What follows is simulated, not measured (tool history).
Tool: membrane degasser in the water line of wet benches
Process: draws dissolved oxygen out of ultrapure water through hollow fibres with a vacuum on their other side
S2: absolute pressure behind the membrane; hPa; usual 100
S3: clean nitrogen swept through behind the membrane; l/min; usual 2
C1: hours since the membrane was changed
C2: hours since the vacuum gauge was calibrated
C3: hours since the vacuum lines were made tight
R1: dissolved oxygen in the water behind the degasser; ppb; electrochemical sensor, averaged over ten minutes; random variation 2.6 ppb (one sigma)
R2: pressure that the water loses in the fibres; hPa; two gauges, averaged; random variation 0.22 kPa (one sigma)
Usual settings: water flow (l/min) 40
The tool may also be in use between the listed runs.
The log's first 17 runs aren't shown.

Run 18, day 37.862: usual settings but water flow (l/min) 36; C1 1344; C2 1939; C3 1689. Result: R1 274.6 ppb, R2 501.4 hPa.
Run 19, day 40.6: usual settings but water flow (l/min) 48, S3 3.73 l/min; C1 1409; C2 2004; C3 1755. Result: R1 222.9 ppb, R2 665.8 hPa.
Run 20, day 43.725: usual settings but water flow (l/min) 51, S2 219 hPa, S3 3.73 l/min; C1 1484; C2 2079; C3 1830. Result: R1 581.1 ppb, R2 708.5 hPa.
Run 21, day 47.304: usual settings but water flow (l/min) 51, S2 219 hPa, S3 3.73 l/min; C1 1570; C2 2165; C3 1916. Result: R1 584.3 ppb, R2 705.8 hPa.
Run 22, day 49.821: usual settings but water flow (l/min) 51, S2 219 hPa, S3 3.73 l/min; C1 1631; C2 2226; C3 1976. Result: R1 582.8 ppb, R2 702.2 hPa.
Run 23, day 53.15: usual settings but water flow (l/min) 51, S2 219 hPa, S3 3.73 l/min; C1 1710; C2 2305; C3 2056. Result: R1 579.6 ppb, R2 705.1 hPa.
Run 24, day 56.104: usual settings but water flow (l/min) 25, S2 199 hPa, S3 1.11 l/min; C1 1781; C2 2376; C3 2127. Result: R1 760.5 ppb, R2 344.6 hPa.
Run 25, day 58.492: usual settings but S3 4.36 l/min; C1 1839; C2 2434; C3 2184. Result: R1 156 ppb, R2 552.8 hPa.
Run 26, day 60.296: usual settings but water flow (l/min) 28; C1 1882; C2 2477; C3 2227. Result: R1 213.7 ppb, R2 386.4 hPa.
Run 27, day 62.15: usual settings but water flow (l/min) 28; C1 1926; C2 2521; C3 2272. Result: R1 215.7 ppb, R2 387.3 hPa.
Run 28, day 64.867: usual settings but water flow (l/min) 46, S2 199 hPa, S3 1.05 l/min; C1 1992; C2 2587; C3 2337. Result: R1 1274.4 ppb, R2 636.5 hPa.
Run 29, day 67.204: usual settings but water flow (l/min) 46, S2 199 hPa, S3 1.05 l/min; C1 2048; C2 2643; C3 2393. Result: R1 1259 ppb, R2 635.4 hPa.
Run 30, day 69.767: usual settings but water flow (l/min) 46, S2 199 hPa, S3 1.05 l/min; C1 2109; C2 2704; C3 2455. Result: R1 1278.8 ppb, R2 636.4 hPa.
Run 31, day 73.138: usual settings but water flow (l/min) 55, S3 3.86 l/min; C1 2190; C2 2785; C3 2536. Result: R1 258.9 ppb, R2 759.7 hPa.

Forecast each of these 4 alternatives for the next run:
Run A, day 76.121: usual settings but water flow (l/min) 39, S2 106 hPa, S3 1.89 l/min; C1 2262; C2 2857; C3 2607. Result: R1 ?, R2 ?.
Run B, day 76.121: usual settings but water flow (l/min) 55, S2 96 hPa, S3 3.68 l/min; C1 2262; C2 2857; C3 2607. Result: R1 ?, R2 ?.
Run C, day 76.121: usual settings but water flow (l/min) 28; C1 2262; C2 2857; C3 2607. Result: R1 ?, R2 ?.
Run D, day 76.121: usual settings but water flow (l/min) 27, S2 120 hPa, S3 2.19 l/min; C1 2262; C2 2857; C3 2607. Result: R1 ?, R2 ?.

run     R1     R2
  A  335.7  538.4
  B  259.8  758.7
  C  212.6  388.7
  D  245.7  372.7
Without the tool's hidden state the same runs would have given:
run     R1     R2
  A  335.6  538.1
  B  259.6  758.4
  C  212.5  388.6
  D  245.5  372.5

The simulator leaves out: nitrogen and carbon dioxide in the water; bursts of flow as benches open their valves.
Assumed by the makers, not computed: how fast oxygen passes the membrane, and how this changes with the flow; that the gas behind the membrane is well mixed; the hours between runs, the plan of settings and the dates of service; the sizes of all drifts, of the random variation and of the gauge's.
